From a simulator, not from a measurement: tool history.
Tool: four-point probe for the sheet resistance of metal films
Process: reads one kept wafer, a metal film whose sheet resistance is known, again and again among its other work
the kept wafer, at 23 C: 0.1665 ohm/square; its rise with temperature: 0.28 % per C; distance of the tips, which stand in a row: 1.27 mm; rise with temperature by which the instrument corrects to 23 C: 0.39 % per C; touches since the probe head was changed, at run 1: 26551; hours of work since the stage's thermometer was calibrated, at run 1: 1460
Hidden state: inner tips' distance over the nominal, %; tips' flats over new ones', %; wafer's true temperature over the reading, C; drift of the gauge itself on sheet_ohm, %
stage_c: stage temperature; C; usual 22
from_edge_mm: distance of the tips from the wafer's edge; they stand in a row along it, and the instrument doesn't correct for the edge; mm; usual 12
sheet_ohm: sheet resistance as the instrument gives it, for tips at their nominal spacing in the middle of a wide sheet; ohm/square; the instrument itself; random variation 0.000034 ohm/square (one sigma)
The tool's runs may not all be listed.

run   hour  stage_c  from_edge_mm  touches since the probe head was changed  hours of work since the stage's thermometer was calibrated  sheet_ohm
  1    0.0       22            12                                     26551                                                        1460   0.166057
  2   20.4       22            12                                     27082                                                        1476   0.166080
  3   48.3       22            12                                     27810                                                        1498   0.166118
  4   65.8       22            12                                     28264                                                        1511   0.166065
  5   82.0       22            12                                     28686                                                        1524   0.166042
  6   94.7       22            12                                     29017                                                        1534   0.166027
  7  112.2       22            12                                     29473                                                        1547   0.166040
  8  140.2       22             8                                     30203                                                        1569   0.167257
  9  166.4       22             8                                     30886                                                        1589   0.167250
 10  182.1       22             9                                     31293                                                        1602   0.166777
 11  208.8       22            71                                     31990                                                        1622   0.165024
 12  236.3       22            12                                     32707                                                        1644   0.166035
 13  258.9       22            12                                     33296                                                        1661   0.165951
 14  285.4       22            12                                     33984                                                        1682   0.165989
 15  299.9       22            12                                     34362                                                        1693   0.165995
 16  321.1       22            12                                     34914                                                        1710   0.165906
 17  334.0       29            12                                     35252                                                        1720   0.164749
 18  360.4       27            12                                     35939                                                        1740   0.165068
 19  375.8       27            12                                     36341                                                        1752   0.165075
 20  398.3       22            12                                     36928                                                        1770   0.165871
 21  415.7       22             3                                     37379                                                        1783   0.179301
 22  432.1       22             3                                     37807                                                        1796   0.179214
 23  458.5       28            12                                     38495                                                        1817   0.164850
 24  471.9       25            15                                     38843                                                        1827   0.164978
 25  492.2       25            15                                     39373                                                        1843   0.164938
 26  513.9       25            15                                     39937                                                        1860   0.164920
     516.8  -- stage's thermometer calibrated
 27  536.3       22            19                                     40509                                                          15   0.165317
 28  557.0       22            19                                     41047                                                          31   0.165197
 29  574.4       21            50                                     41501                                                          45   0.165091
 30  589.1       21            50                                     41885                                                          56   0.165034
 31  604.3       31            15                                     42281                                                          68   0.163920
 32  618.9       27            18                                     42659                                                          79   0.164427
 33  645.5       22             6                                     43353                                                         100   0.168655
     664.1  -- stage's thermometer calibrated, once more
 34  672.9       22             6                                     44054                                                           7   0.168337
 35  698.3       22             5                                     44715                                                          27   0.169983
 36  719.2       22            11                                     45259                                                          43   0.165633
 37  742.7       23            25                                     45871                                                          61   0.164468
 38  769.7       23            25                                     46576                                                          82   0.164487
 39  788.8       23            25                                     47075                                                          97   0.164514
 40  804.2       24            12                                     47475                                                         109   0.165029
 41  828.4       21             9                                     48105                                                         128   0.166299
 42  850.2       33            10                                     48673                                                         145   0.163910
 43  861.9       33            10                                     48977                                                         154   0.163979
 44  879.3       33            10                                     49431                                                         167   0.163978
 45  899.4       33            10                                     49954                                                         183   0.163912

How the hidden state differs across the entries between the runs, from the last listed run before each to the first after it:
Between runs 26 and 27: stage's thermometer calibrated (hour 516.8)
  inner tips' distance over the nominal, %: -1.152 -> -1.16; wafer's true temperature over the reading, C: 0.51 -> 0.59
  measured less the result without the state, sheet_ohm: -0.001840 -> -0.001821 ohm/square
Between runs 33 and 34: stage's thermometer calibrated, once more (hour 664.1)
  inner tips' distance over the nominal, %: -1.198 -> -1.207; tips' flats over new ones', %: 31 -> 32; wafer's true temperature over the reading, C: 0.61 -> -0.05
  measured less the result without the state, sheet_ohm: -0.001913 -> -0.002244 ohm/square

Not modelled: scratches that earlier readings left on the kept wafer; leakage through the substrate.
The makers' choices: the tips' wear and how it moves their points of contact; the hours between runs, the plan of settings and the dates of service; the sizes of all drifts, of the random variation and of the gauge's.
